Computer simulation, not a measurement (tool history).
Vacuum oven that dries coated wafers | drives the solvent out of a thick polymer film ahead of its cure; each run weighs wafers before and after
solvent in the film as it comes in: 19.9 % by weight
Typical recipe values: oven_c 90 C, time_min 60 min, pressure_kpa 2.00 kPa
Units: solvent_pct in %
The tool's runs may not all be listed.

Run 1, hour 0.0: usual settings. Result: solvent_pct 1.95 %.
Run 2, hour 8.3: usual settings but pressure_kpa 7.52 kPa. Result: solvent_pct 5.21 %.
Run 3, hour 22.9: usual settings but pressure_kpa 7.52 kPa. Result: solvent_pct 5.20 %.
Run 4, hour 32.9: usual settings but pressure_kpa 7.52 kPa. Result: solvent_pct 5.31 %.
Run 5, hour 43.3: usual settings but pressure_kpa 7.52 kPa. Result: solvent_pct 5.22 %.
Run 6, hour 57.1: usual settings but pressure_kpa 7.52 kPa. Result: solvent_pct 5.23 %.
Run 7, hour 74.4: usual settings. Result: solvent_pct 1.96 %.
Run 8, hour 82.5: usual settings. Result: solvent_pct 2.01 %.
Run 9, hour 91.1: usual settings but pressure_kpa 1.00 kPa. Result: solvent_pct 1.35 %.
Run 10, hour 107.9: usual settings but time_min 72 min. Result: solvent_pct 1.65 %.
Run 11, hour 116.9: usual settings but oven_c 85 C. Result: solvent_pct 3.38 %.
Run 12, hour 132.4: usual settings but oven_c 85 C. Result: solvent_pct 3.34 %.
Run 13, hour 145.9: usual settings but oven_c 85 C. Result: solvent_pct 3.37 %.
Run 14, hour 162.0: usual settings. Result: solvent_pct 1.99 %.
Run 15, hour 171.2: usual settings but oven_c 76 C. Result: solvent_pct 7.22 %.
Run 16, hour 187.3: usual settings but pressure_kpa 1.19 kPa. Result: solvent_pct 1.46 %.
Run 17, hour 205.6: usual settings but pressure_kpa 1.19 kPa. Result: solvent_pct 1.53 %.
Run 18, hour 214.9: usual settings but pressure_kpa 1.19 kPa. Result: solvent_pct 1.45 %.
Run 19, hour 229.7: usual settings but pressure_kpa 1.19 kPa. Result: solvent_pct 1.49 %.
Run 20, hour 246.4: usual settings but pressure_kpa 1.19 kPa. Result: solvent_pct 1.46 %.
Run 21, hour 258.1: usual settings. Result: solvent_pct 2.03 %.
Run 22, hour 276.8: usual settings. Result: solvent_pct 1.93 %.
Run 23, hour 294.2: usual settings. Result: solvent_pct 1.94 %.
Run 24, hour 305.0: usual settings. Result: solvent_pct 1.98 %.
Run 25, hour 313.2: usual settings but time_min 99 min. Result: solvent_pct 1.31 %.
Run 26, hour 322.6: usual settings but time_min 99 min. Result: solvent_pct 1.35 %.
Run 27, hour 330.7: usual settings but oven_c 86 C, time_min 40 min. Result: solvent_pct 4.84 %.
Run 28, hour 345.9: usual settings but oven_c 97 C, pressure_kpa 1.45 kPa. Result: solvent_pct 0.80 %.
Run 29, hour 354.4: usual settings but oven_c 97 C, pressure_kpa 1.45 kPa. Result: solvent_pct 0.73 %.
Run 30, hour 363.6: usual settings but oven_c 92 C, time_min 46 min. Result: solvent_pct 2.22 %.
Run 31, hour 372.5: usual settings but oven_c 94 C, time_min 37 min, pressure_kpa 7.57 kPa. Result: solvent_pct 5.12 %.
Run 32, hour 385.2: usual settings but oven_c 94 C, time_min 37 min, pressure_kpa 7.57 kPa. Result: solvent_pct 5.13 %.
Run 33, hour 403.3: usual settings but oven_c 94 C, time_min 37 min, pressure_kpa 7.57 kPa. Result: solvent_pct 5.10 %.
Run 34, hour 420.3: usual settings but oven_c 94 C, time_min 37 min, pressure_kpa 7.57 kPa. Result: solvent_pct 5.07 %.
Run 35, hour 434.4: usual settings but time_min 48 min. Result: solvent_pct 2.57 %.
Run 36, hour 444.1: usual settings but oven_c 92 C, pressure_kpa 1.26 kPa. Result: solvent_pct 1.23 %.
Run 37, hour 454.6: usual settings but time_min 36 min. Result: solvent_pct 3.71 %.
Run 38, hour 472.3: usual settings but oven_c 100 C, time_min 42 min, pressure_kpa 4.21 kPa. Result: solvent_pct 1.95 %.
Run 39, hour 486.5: usual settings but oven_c 81 C, time_min 38 min, pressure_kpa 1.07 kPa. Result: solvent_pct 6.76 %.
Run 40, hour 499.8: usual settings but oven_c 91 C, time_min 80 min, pressure_kpa 2.24 kPa. Result: solvent_pct 1.54 %.
Run 41, hour 509.1: usual settings but oven_c 91 C, time_min 80 min, pressure_kpa 2.24 kPa. Result: solvent_pct 1.52 %.
Run 42, hour 516.8: usual settings but oven_c 87 C. Result: solvent_pct 2.70 %.
Run 43, hour 532.0: usual settings but oven_c 87 C. Result: solvent_pct 2.74 %.
Run 44, hour 541.6: usual settings but oven_c 87 C. Result: solvent_pct 2.76 %.
Run 45, hour 556.4: usual settings but pressure_kpa 3.92 kPa. Result: solvent_pct 3.16 %.
Run 46, hour 573.8: usual settings but pressure_kpa 3.92 kPa. Result: solvent_pct 3.07 %.
Run 47, hour 590.1: usual settings but pressure_kpa 1.32 kPa. Result: solvent_pct 1.52 %.
Run 48, hour 599.6: usual settings but time_min 30 min, pressure_kpa 5.49 kPa. Result: solvent_pct 6.36 %.

Branching from run 48: 3 alternative next runs. What would each branch give?
Run A, hour 609.5: usual settings but pressure_kpa 3.92 kPa. Result: solvent_pct ?.
Run B, hour 609.5: usual settings but oven_c 80 C, time_min 30 min, pressure_kpa 5.49 kPa. Result: solvent_pct ?.
Run C, hour 609.5: usual settings but oven_c 82 C, time_min 98 min, pressure_kpa 2.34 kPa. Result: solvent_pct ?.

run  solvent_pct
  A         3.09
  B        11.00
  C         2.88
Without the tool's unlogged condition, the same runs would have read:
run  solvent_pct
  A         3.11
  B        11.04
  C         2.91
